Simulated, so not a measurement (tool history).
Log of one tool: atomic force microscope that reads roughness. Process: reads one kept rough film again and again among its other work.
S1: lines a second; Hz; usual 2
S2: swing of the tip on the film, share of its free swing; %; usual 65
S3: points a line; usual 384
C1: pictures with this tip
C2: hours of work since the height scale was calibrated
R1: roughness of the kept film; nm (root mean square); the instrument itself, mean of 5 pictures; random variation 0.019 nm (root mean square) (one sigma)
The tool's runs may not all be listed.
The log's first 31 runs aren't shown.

run   hour    S1  S2   S3   C1   C2     R1
 32  384.6  0.66  65  809  143   72  4.552
 33  395.9     2  59  384  158   78  4.394
 34  406.9  0.83  74  384  173   83  4.324
 35  421.9  2.07  84  946  193   90  3.634
 36  431.6  3.89  56  946  206   95  4.086
 37  442.8  3.76  76  407  220  100  3.372
 38  456.4  3.76  76  407  239  106  3.364
 39  463.8  2.98  64  995  248  110  3.906
 40  474.4   1.5  77  623  262  115  3.861
       486  -- new tip fitted
 41  487.6  0.61  61  373    2  121  4.978
 42  504.2  0.61  66  497   24  129  4.894

Forecast each of these 3 alternatives for the next run:
  A  512.7  0.94  81  686  36  133   ?
  B  512.7  0.59  74  968  36  133   ?
  C  512.7  1.48  61  390  36  133   ?

run     R1
  A   4.55
  B  4.801
  C   4.76
Without the tool's hidden state the same runs would have given:
run     R1
  A  4.675
  B  4.933
  C  4.891

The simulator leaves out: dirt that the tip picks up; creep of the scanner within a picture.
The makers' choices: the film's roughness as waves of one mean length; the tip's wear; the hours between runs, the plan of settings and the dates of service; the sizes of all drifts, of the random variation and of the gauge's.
